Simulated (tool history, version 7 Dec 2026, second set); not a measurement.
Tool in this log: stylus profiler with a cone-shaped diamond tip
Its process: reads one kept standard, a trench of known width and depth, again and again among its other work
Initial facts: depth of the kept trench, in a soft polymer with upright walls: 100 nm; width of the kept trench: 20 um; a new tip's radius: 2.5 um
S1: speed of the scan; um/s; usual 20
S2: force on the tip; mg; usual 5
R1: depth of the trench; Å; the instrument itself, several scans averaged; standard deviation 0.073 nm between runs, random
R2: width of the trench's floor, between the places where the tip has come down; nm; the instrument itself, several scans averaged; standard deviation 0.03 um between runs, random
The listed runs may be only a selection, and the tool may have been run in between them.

Run 1, day 0: usual settings. Result: R1 1012.8 Å, R2 18390 nm.
Run 2, day 0.679: usual settings. Result: R1 1012 Å, R2 18400 nm.
Run 3, day 1.65: usual settings. Result: R1 1013.9 Å, R2 18420 nm.
Run 4, day 2.458: usual settings. Result: R1 1014.7 Å, R2 18420 nm.
Run 5, day 2.933: usual settings. Result: R1 1013.9 Å, R2 18390 nm.
Run 6, day 4.029: usual settings but S1 8 um/s. Result: R1 1014.3 Å, R2 18440 nm.
Run 7, day 4.608: usual settings but S1 8 um/s. Result: R1 1013.4 Å, R2 18420 nm.
Run 8, day 5.092: usual settings but S1 8 um/s. Result: R1 1012.7 Å, R2 18450 nm.
Run 9, day 6.046: usual settings but S1 8 um/s. Result: R1 1013 Å, R2 18390 nm.
Run 10, day 6.788: usual settings but S1 7 um/s, S2 3.29 mg. Result: R1 1010 Å, R2 18410 nm.
Run 11, day 7.338: usual settings but S1 6 um/s, S2 2.65 mg. Result: R1 1010.1 Å, R2 18450 nm.
Run 12, day 8: usual settings but S1 10 um/s. Result: R1 1013 Å, R2 18400 nm.
Run 13, day 8.525: usual settings but S1 10 um/s. Result: R1 1013.8 Å, R2 18370 nm.
Run 14, day 9.521: usual settings but S1 13 um/s, S2 11.84 mg. Result: R1 1023.1 Å, R2 18370 nm.
Run 15, day 10.529: usual settings but S1 55 um/s, S2 14.04 mg. Result: R1 1025.3 Å, R2 18370 nm.
Run 16, day 11.488: usual settings but S1 18 um/s, S2 13.25 mg. Result: R1 1023.1 Å, R2 18410 nm.

Branching from run 16: 3 alternative next runs. What would each branch give?
Run A, day 12.129: usual settings but S1 19 um/s, S2 8.1 mg. Result: R1 ?, R2 ?.
Run B, day 12.129: usual settings but S2 3.09 mg. Result: R1 ?, R2 ?.
Run C, day 12.129: usual settings but S1 18 um/s, S2 14.05 mg. Result: R1 ?, R2 ?.

run      R1     R2
  A  1018.5  18380
  B  1009.4  18320
  C  1025.7  18370
With the hidden condition removed and each run's random variation left untouched, the same runs would have given:
run      R1     R2
  A  1016.7  18570
  B  1007.6  18510
  C    1024  18550

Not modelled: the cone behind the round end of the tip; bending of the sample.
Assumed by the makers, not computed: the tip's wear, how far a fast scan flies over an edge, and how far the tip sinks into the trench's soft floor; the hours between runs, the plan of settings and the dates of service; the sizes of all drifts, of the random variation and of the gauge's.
